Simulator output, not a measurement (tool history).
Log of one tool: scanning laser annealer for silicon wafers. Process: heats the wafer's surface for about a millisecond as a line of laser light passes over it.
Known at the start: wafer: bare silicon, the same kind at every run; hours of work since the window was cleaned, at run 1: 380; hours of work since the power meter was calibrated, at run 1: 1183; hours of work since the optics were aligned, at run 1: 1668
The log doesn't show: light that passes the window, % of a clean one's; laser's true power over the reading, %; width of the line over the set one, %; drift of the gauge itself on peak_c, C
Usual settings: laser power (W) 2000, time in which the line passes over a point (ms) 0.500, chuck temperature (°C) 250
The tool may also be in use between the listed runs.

run,hour,laser power (W),time in which the line passes over a point (ms),chuck temperature (°C),hours of work since the window was cleaned,hours of work since the power meter was calibrated,hours of work since the optics were aligned,highest temperature of the surface (°C)
1,0.0,2000,0.500,250,380,1183,1668,955
2,50.0,2000,0.500,250,409,1212,1697,952
3,75.8,2000,0.500,219,424,1227,1713,922
4,114.9,2000,0.500,219,447,1250,1735,921
5,150.8,2000,0.500,219,468,1271,1756,919
# hour 168.3: optics aligned, line set to its width
# hour 205.5: window over the wafer cleaned
6,218.9,2000,0.500,219,8,1307,28,960
7,261.7,2000,0.553,219,33,1332,53,999
8,299.2,2000,0.500,250,55,1354,75,988
9,357.8,2000,0.500,250,89,1388,110,986
10,402.0,2000,0.558,250,115,1414,135,1026
11,430.8,2000,0.558,250,132,1431,152,1026
12,482.8,2000,0.582,250,162,1461,183,1039
13,536.0,2000,0.582,250,193,1492,214,1037
14,597.2,2000,0.500,246,229,1528,249,974
# hour 604.0: laser's power meter calibrated
15,661.7,2000,0.500,246,265,34,285,970
16,693.3,2000,0.500,246,283,52,304,971
17,743.9,2180,0.422,279,313,82,333,997
18,776.2,1890,0.422,262,332,101,352,888
19,838.0,1890,0.422,262,368,137,388,888
20,866.7,1833,0.428,220,385,153,405,831
21,907.7,2000,0.383,250,409,177,429,871

3 ways to go on from here, each from the tool as it stands after run 21. What would each give?
# hour 915.0: laser's power meter calibrated, once more
A,971.0,2196,0.470,229,444,33,464,?
# hour 915.0: laser's power meter calibrated, once more
B,971.0,1816,0.435,250,444,33,464,?
# hour 915.0: laser's power meter calibrated, once more
C,971.0,2172,0.383,250,444,33,464,?

run,highest temperature of the surface (°C)
A,975
B,854
C,916
Without the tool's hidden state the same runs would have given:
run,highest temperature of the surface (°C)
A,1010
B,882
C,947
